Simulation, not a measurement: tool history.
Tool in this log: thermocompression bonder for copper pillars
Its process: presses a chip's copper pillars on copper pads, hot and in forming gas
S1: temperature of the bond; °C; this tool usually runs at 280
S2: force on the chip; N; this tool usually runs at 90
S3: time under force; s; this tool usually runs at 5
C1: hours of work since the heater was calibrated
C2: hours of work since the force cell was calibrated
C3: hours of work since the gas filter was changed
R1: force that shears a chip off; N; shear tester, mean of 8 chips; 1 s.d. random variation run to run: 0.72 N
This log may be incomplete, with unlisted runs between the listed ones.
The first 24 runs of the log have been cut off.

run	hour	S1	S2	S3	C1	C2	C3	R1
# hour 1146.7: heater calibrated with a thermocouple chip
25	1152.6	268	78	4	5	1277	142	32.8
# hour 1224.3: forming gas filter changed
26	1224.7	268	78	4	62	1334	0	35.3
27	1286.9	268	78	4	112	1384	50	34.5
28	1346.9	268	78	4	159	1432	98	33.1
29	1394.2	258	84	4	197	1470	136	28.5
30	1442.3	280	103	6	236	1508	174	50.4
# hour 1473: forming gas filter changed
31	1473	280	90	14	260	1532	0	70.1
32	1536.5	250	62	5	310	1583	51	23
33	1594.3	255	90	5	357	1629	97	30.2
34	1666.2	300	59	11	414	1686	154	60.3
# hour 1707.4: force cell calibrated
# hour 1723.8: forming gas filter changed
35	1728.3	271	65	5	462	16	4	33.4
36	1784.2	304	90	7	507	61	48	70.1
37	1826.2	254	96	5	540	94	82	30.7
# hour 1885.5: heater calibrated with a thermocouple chip
38	1901.1	280	65	3	12	153	140	31.2
39	1943.8	257	59	5	47	187	174	24.5
# hour 1975.3: forming gas filter changed
40	1975.3	309	90	14	71	212	0	96.3

Forecast each of these 3 alternatives for the next run:
A	2031.9	279	75	6	117	257	45	?
B	2031.9	280	90	7	117	257	45	?
C	2031.9	305	90	3	117	257	45	?

run	R1
A	44.8
B	54.5
C	55
What these runs would have given with no unlogged condition in the tool:
run	R1
A	48.1
B	58.3
C	58.7
